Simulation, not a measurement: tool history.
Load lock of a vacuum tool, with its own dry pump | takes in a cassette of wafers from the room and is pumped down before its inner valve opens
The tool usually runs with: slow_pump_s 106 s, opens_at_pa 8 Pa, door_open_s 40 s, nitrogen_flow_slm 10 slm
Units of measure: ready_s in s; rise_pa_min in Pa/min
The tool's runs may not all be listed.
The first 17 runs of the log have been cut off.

run     hour  slow_pump_s  opens_at_pa  door_open_s  nitrogen_flow_slm  hours that the pump has run since its overhaul  times that the door has closed on its seal  incoming humidity of the room's air, %  ready_s  rise_pa_min
 18   7613.4          117            8           40                 10                                            6886                                       56766                                    42.7    194.7        0.509
 19   7958.7          106            8           40                 10                                            7231                                       58029                                    45.2    183.5        0.518
 20   8301.3          106           10           38                 11                                            7574                                       59283                                    43.1    181.4        0.542
 21   8819.0          106           10           38                 11                                            8092                                       61178                                    45.9    183.7        0.575
      9137.6  -- door's seal changed, seat wiped
 22   9298.6          106            8          224                  8                                            8570                                         589                                    45.8    187.0        0.083
 23   9625.8          165            8           61                 28                                            8897                                        1787                                    43.1    236.0        0.025
 24   9983.1          165            8           61                 28                                            9254                                        3095                                    46.2    234.5        0.033
 25  10560.7          165            8           61                 28                                            9832                                        5209                                    47.0    237.9        0.039
 26  10994.6          165            8           61                 28                                           10266                                        6798                                    41.5    237.7        0.040
 27  11553.4          165            8           61                 28                                           10824                                        8843                                    47.4    238.5        0.050
 28  11968.8           71            7           48                 10                                           11240                                       10363                                    44.2    161.5        0.063
 29  12603.4           55           11           48                 14                                           11874                                       12686                                    44.7    144.8        0.074
 30  13307.9           55           11           48                 14                                           12579                                       15265                                    45.7    145.2        0.087
 31  14030.9          134            8           40                  6                                           13302                                       17912                                    45.9    216.6        0.106
 32  14627.2          134            8           40                  6                                           13898                                       20094                                    42.7    217.2        0.118
 33  14918.7          169            8           86                  8                                           14190                                       21161                                    47.3    246.9        0.148

Predict the results of run 34:
 34  15509.2          106           11           34                 10                                           14780                                       23322                                    46.4        ?            ?

Logged for run 34: ready_s 190.9 s, rise_pa_min 0.143 Pa/min.
Take away the tool's hidden state, keep the run-to-run variation as it was, and the same run would have given ready_s 171.0 s, rise_pa_min 0.023 Pa/min.
